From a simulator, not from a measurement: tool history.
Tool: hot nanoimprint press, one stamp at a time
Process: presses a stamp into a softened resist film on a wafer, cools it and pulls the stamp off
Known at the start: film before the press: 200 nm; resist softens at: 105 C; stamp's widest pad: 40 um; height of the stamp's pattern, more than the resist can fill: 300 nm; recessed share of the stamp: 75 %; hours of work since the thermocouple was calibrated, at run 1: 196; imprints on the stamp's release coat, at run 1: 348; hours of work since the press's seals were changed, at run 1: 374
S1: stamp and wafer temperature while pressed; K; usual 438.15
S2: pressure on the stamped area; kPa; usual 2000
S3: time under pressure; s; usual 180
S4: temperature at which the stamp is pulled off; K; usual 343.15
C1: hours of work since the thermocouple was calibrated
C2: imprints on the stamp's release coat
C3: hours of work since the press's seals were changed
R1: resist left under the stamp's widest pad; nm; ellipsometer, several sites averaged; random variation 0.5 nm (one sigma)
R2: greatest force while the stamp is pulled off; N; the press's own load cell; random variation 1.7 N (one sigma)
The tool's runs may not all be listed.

{"run": 1, "day": 0.0, "S1": 438.15, "S2": 2000, "S3": 180, "S4": 343.15, "C1": 196, "C2": 348, "C3": 374, "R1": 90.9, "R2": 193}
{"run": 2, "day": 0.742, "S1": 438.15, "S2": 2000, "S3": 180, "S4": 343.15, "C1": 210, "C2": 389, "C3": 388, "R1": 90.5, "R2": 190}
{"run": 3, "day": 1.471, "S1": 438.15, "S2": 2000, "S3": 127, "S4": 343.15, "C1": 223, "C2": 430, "C3": 401, "R1": 103.1, "R2": 194}
{"run": 4, "day": 3.192, "S1": 438.15, "S2": 2000, "S3": 127, "S4": 343.15, "C1": 254, "C2": 527, "C3": 432, "R1": 102.3, "R2": 189}
{"run": 5, "day": 4.354, "S1": 438.15, "S2": 2000, "S3": 106, "S4": 343.15, "C1": 275, "C2": 592, "C3": 453, "R1": 109.3, "R2": 194}
{"day": 4.879, "done": "plate thermocouple calibrated"}
{"run": 6, "day": 5.3, "S1": 438.15, "S2": 2000, "S3": 191, "S4": 343.15, "C1": 8, "C2": 639, "C3": 468, "R1": 88.7, "R2": 195}
{"run": 7, "day": 6.15, "S1": 438.15, "S2": 2000, "S3": 191, "S4": 343.15, "C1": 23, "C2": 686, "C3": 483, "R1": 88.0, "R2": 195}
{"day": 7.208, "done": "stamp cleaned and given a new release coat"}
{"run": 8, "day": 7.329, "S1": 438.15, "S2": 2000, "S3": 191, "S4": 343.15, "C1": 40, "C2": 7, "C3": 500, "R1": 88.8, "R2": 192}
{"run": 9, "day": 8.75, "S1": 438.15, "S2": 2000, "S3": 180, "S4": 343.15, "C1": 66, "C2": 86, "C3": 526, "R1": 91.0, "R2": 190}
{"run": 10, "day": 10.496, "S1": 438.15, "S2": 2000, "S3": 180, "S4": 343.15, "C1": 97, "C2": 185, "C3": 558, "R1": 90.6, "R2": 193}
{"run": 11, "day": 12.221, "S1": 438.15, "S2": 2000, "S3": 180, "S4": 343.15, "C1": 129, "C2": 282, "C3": 589, "R1": 90.4, "R2": 191}
{"run": 12, "day": 13.479, "S1": 438.15, "S2": 2000, "S3": 180, "S4": 343.15, "C1": 151, "C2": 352, "C3": 612, "R1": 89.9, "R2": 192}
{"run": 13, "day": 14.542, "S1": 442.15, "S2": 2000, "S3": 180, "S4": 343.15, "C1": 171, "C2": 412, "C3": 631, "R1": 79.2, "R2": 194}
{"run": 14, "day": 15.917, "S1": 442.15, "S2": 1580, "S3": 180, "S4": 343.15, "C1": 195, "C2": 489, "C3": 656, "R1": 89.0, "R2": 194}
{"run": 15, "day": 17.683, "S1": 438.15, "S2": 2000, "S3": 180, "S4": 345.15, "C1": 228, "C2": 589, "C3": 688, "R1": 90.5, "R2": 192}
{"run": 16, "day": 19.088, "S1": 438.15, "S2": 2950, "S3": 180, "S4": 345.15, "C1": 253, "C2": 668, "C3": 714, "R1": 75.8, "R2": 190}
{"day": 20.429, "done": "stamp cleaned and given a new release coat"}
{"run": 17, "day": 20.804, "S1": 438.15, "S2": 2610, "S3": 180, "S4": 345.15, "C1": 280, "C2": 21, "C3": 740, "R1": 79.6, "R2": 187}
{"day": 21.008, "done": "plate thermocouple calibrated"}
{"run": 18, "day": 22.258, "S1": 445.15, "S2": 2120, "S3": 134, "S4": 329.15, "C1": 23, "C2": 96, "C3": 764, "R1": 77.4, "R2": 221}
{"run": 19, "day": 24.05, "S1": 438.15, "S2": 2000, "S3": 113, "S4": 343.15, "C1": 55, "C2": 197, "C3": 797, "R1": 106.6, "R2": 192}

Run 20 comes next. What will it give?
{"run": 20, "day": 25.5, "S1": 428.15, "S2": 2000, "S3": 230, "S4": 337.15, "C1": 81, "C2": 278, "C3": 823, "R1": "?", "R2": "?"}

{"run 20": {"R1": 118.4, "R2": 206}}
Without the tool's hidden state the same run would have given R1 118.3 nm, R2 205 N.
